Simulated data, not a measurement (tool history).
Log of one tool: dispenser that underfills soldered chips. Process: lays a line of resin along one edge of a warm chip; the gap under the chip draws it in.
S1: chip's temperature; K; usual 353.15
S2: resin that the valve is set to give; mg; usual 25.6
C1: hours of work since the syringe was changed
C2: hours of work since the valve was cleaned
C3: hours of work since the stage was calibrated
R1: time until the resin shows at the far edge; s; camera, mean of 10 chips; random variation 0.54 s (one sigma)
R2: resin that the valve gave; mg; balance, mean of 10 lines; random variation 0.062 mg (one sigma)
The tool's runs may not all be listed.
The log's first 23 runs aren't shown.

run   hour      S1    S2  C1   C2   C3     R1     R2
 24  129.1  350.15  30.9   4   74  160   61.3  30.03
     132.1  -- new syringe of resin
 25  134.9  354.15  25.9   2   78  164   46.6  24.98
 26  139.2  339.15  24.8   5   80  167  116.7  23.91
     141.8  -- new syringe of resin
 27  147.5  362.15  31.7   4   85  172   33.0  30.53
     151.4  -- new syringe of resin
 28  154.5  353.15  23.9   2   90  176   49.3  22.86
 29  158.4  357.15  25.6   4   92  178   44.4  24.50
     161.1  -- new syringe of resin
 30  162.4  343.15  27.2   1   95  181   75.7  26.04
 31  167.8  353.15  30.9   4   98  184   54.6  29.57
     170.9  -- new syringe of resin
 32  175.0  353.15  30.9   3  102  189   50.0  29.52
     180.5  -- new syringe of resin
 33  180.8  350.15  25.9   0  106  192   50.0  24.55
 34  186.4  344.15  28.8   4  110  196   82.2  27.41

5 ways to go on from here, each from the tool as it stands after run 34. What would each give?
     189.0  -- dispensing valve cleaned and set on the balance
     191.0  -- new syringe of resin
  A  191.7  367.15  24.0   0   2  198   ?   ?
     189.0  -- dispensing valve cleaned and set on the balance
     191.0  -- new syringe of resin
  B  191.7  362.15  28.8   0   2  198   ?   ?
     189.0  -- dispensing valve cleaned and set on the balance
     191.0  -- new syringe of resin
  C  191.7  347.15  28.8   0   2  198   ?   ?
     189.0  -- dispensing valve cleaned and set on the balance
     191.0  -- new syringe of resin
  D  191.7  363.15  28.8   0   2  198   ?   ?
     189.0  -- dispensing valve cleaned and set on the balance
     191.0  -- new syringe of resin
  E  191.7  362.15  31.6   0   2  198   ?   ?

run    R1     R2
  A  22.2  24.03
  B  28.6  28.85
  C  59.0  28.81
  D  27.0  28.76
  E  28.0  31.76
Without the tool's hidden state the same runs would have given:
run    R1     R2
  A  22.6  24.03
  B  29.0  28.84
  C  60.0  28.80
  D  27.4  28.75
  E  28.4  31.75
